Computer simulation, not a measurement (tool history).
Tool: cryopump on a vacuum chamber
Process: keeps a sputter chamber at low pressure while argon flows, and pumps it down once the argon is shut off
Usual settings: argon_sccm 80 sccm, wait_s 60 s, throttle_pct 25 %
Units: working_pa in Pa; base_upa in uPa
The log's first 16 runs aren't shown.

run 17 hour=189.3 | argon_sccm=80 wait_s=60 throttle_pct=25 | working_pa=0.3185 base_upa=1.9
run 18 hour=198.5 | argon_sccm=131 wait_s=62 throttle_pct=16 | working_pa=0.8043 base_upa=1.91
run 19 hour=209.7 | argon_sccm=102 wait_s=109 throttle_pct=25 | working_pa=0.406 base_upa=1.34
run 20 hour=216.4 | argon_sccm=106 wait_s=31 throttle_pct=44 | working_pa=0.2485 base_upa=3.24
run 21 hour=229.7 | argon_sccm=75 wait_s=33 throttle_pct=25 | working_pa=0.298 base_upa=3.03
run 22 hour=240.3 | argon_sccm=54 wait_s=43 throttle_pct=25 | working_pa=0.2145 base_upa=2.47
run 23 hour=254.1 | argon_sccm=70 wait_s=94 throttle_pct=25 | working_pa=0.2781 base_upa=1.48
run 24 hour=269.1 | argon_sccm=118 wait_s=173 throttle_pct=25 | working_pa=0.4738 base_upa=1.13
run 25 hour=280.4 | argon_sccm=80 wait_s=60 throttle_pct=48 | working_pa=0.1753 base_upa=2.01
run 26 hour=291.6 | argon_sccm=67 wait_s=60 throttle_pct=48 | working_pa=0.1471 base_upa=1.97
run 27 hour=303.2 | argon_sccm=67 wait_s=60 throttle_pct=48 | working_pa=0.1479 base_upa=1.99
run 28 hour=314 | argon_sccm=67 wait_s=60 throttle_pct=48 | working_pa=0.1497 base_upa=2.02
run 29 hour=324.3 | argon_sccm=67 wait_s=60 throttle_pct=48 | working_pa=0.149 base_upa=2
run 30 hour=332.8 | argon_sccm=67 wait_s=60 throttle_pct=48 | working_pa=0.1488 base_upa=2.03
run 31 hour=343.8 | argon_sccm=67 wait_s=40 throttle_pct=17 | working_pa=0.3914 base_upa=2.77
run 32 hour=351.4 | argon_sccm=80 wait_s=223 throttle_pct=22 | working_pa=0.3627 base_upa=1.04
run 33 hour=366.5 | argon_sccm=116 wait_s=27 throttle_pct=56 | working_pa=0.228 base_upa=3.73
run 34 hour=378.1 | argon_sccm=116 wait_s=27 throttle_pct=56 | working_pa=0.2294 base_upa=3.74

5 ways to go on from here, each from the tool as it stands after run 34. What would each give?
run A hour=393.1 | argon_sccm=33 wait_s=205 throttle_pct=49 | working_pa=? base_upa=?
run B hour=393.1 | argon_sccm=143 wait_s=150 throttle_pct=28 | working_pa=? base_upa=?
run C hour=393.1 | argon_sccm=80 wait_s=27 throttle_pct=25 | working_pa=? base_upa=?
run D hour=393.1 | argon_sccm=95 wait_s=27 throttle_pct=21 | working_pa=? base_upa=?
run E hour=393.1 | argon_sccm=95 wait_s=27 throttle_pct=37 | working_pa=? base_upa=?

run=A working_pa=0.0727 base_upa=1.07
run=B working_pa=0.522 base_upa=1.27
run=C working_pa=0.3236 base_upa=3.68
run=D working_pa=0.4517 base_upa=3.65
run=E working_pa=0.2706 base_upa=3.7
Without the tool's hidden state the same runs would have given:
run=A working_pa=0.0627 base_upa=0.54
run=B working_pa=0.479 base_upa=0.72
run=C working_pa=0.2995 base_upa=3.14
run=D working_pa=0.4231 base_upa=3.12
run=E working_pa=0.2418 base_upa=3.16
